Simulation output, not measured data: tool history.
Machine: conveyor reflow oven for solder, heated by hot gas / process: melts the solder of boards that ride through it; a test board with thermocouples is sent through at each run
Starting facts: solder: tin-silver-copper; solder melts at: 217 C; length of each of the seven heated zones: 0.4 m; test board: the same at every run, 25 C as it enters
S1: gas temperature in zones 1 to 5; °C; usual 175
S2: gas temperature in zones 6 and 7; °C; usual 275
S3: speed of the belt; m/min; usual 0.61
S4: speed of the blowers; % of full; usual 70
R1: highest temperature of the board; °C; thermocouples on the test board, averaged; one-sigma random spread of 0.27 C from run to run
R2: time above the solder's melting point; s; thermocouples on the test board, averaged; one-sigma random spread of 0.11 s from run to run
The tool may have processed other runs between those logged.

| run | hour | S1 | S2 | S3 | S4 | R1 | R2 |
|---|---|---|---|---|---|---|---|
| 1 | 0 | 175 | 275 | 0.61 | 70 | 257.5 | 62.5 |
| 2 | 7.9 | 175 | 275 | 0.623 | 70 | 257.1 | 60.5 |
| 3 | 12.6 | 175 | 275 | 0.623 | 70 | 256.9 | 60.6 |
| 4 | 19.8 | 175 | 275 | 0.623 | 70 | 256.8 | 60.5 |
| 5 | 24.2 | 175 | 275 | 0.578 | 70 | 259.1 | 67.5 |
| 6 | 30.3 | 175 | 275 | 0.61 | 70 | 257.5 | 62.3 |
| 7 | 35.9 | 175 | 275 | 0.61 | 70 | 257.3 | 62.5 |
| 8 | 41.1 | 179 | 275 | 0.61 | 70 | 258.4 | 64.1 |
| 9 | 49.2 | 175 | 275 | 0.61 | 70 | 257.1 | 62.4 |
| 10 | 53.2 | 175 | 275 | 0.61 | 70 | 257.3 | 62.4 |
| 11 | 62.7 | 163 | 275 | 0.61 | 70 | 254.8 | 56.8 |
| 12 | 67.6 | 178 | 275 | 0.61 | 70 | 257.5 | 63.8 |
| 13 | 77.1 | 178 | 275 | 0.61 | 70 | 257.9 | 63.6 |
| 14 | 82.3 | 179 | 275 | 0.61 | 70 | 257.9 | 64.3 |
| 15 | 87.7 | 179 | 275 | 0.61 | 70 | 257.8 | 64.3 |
| 16 | 94.8 | 175 | 270 | 0.61 | 84 | 255.3 | 62 |
| 17 | 99.3 | 175 | 270 | 0.61 | 77 | 254.1 | 60.7 |
| 18 | 107.4 | 184 | 275 | 0.668 | 86 | 259.1 | 61.2 |
| 19 | 115.1 | 184 | 275 | 0.601 | 64 | 257.8 | 66.8 |
| 20 | 119.9 | 161 | 288 | 0.729 | 51 | 249.3 | 40.9 |
| 21 | 125.7 | 161 | 288 | 0.729 | 51 | 249.6 | 40.7 |

Run 22 is up next; what results do you expect?
| 22 | 134.1 | 174 | 288 | 0.729 | 51 | ? | ? |

Run 22 yielded R1 252.8 °C, R2 46.9 s.
With the hidden condition absent and the run-to-run variation left alone, this run would have shown R1 256.3 °C, R2 49.6 s.

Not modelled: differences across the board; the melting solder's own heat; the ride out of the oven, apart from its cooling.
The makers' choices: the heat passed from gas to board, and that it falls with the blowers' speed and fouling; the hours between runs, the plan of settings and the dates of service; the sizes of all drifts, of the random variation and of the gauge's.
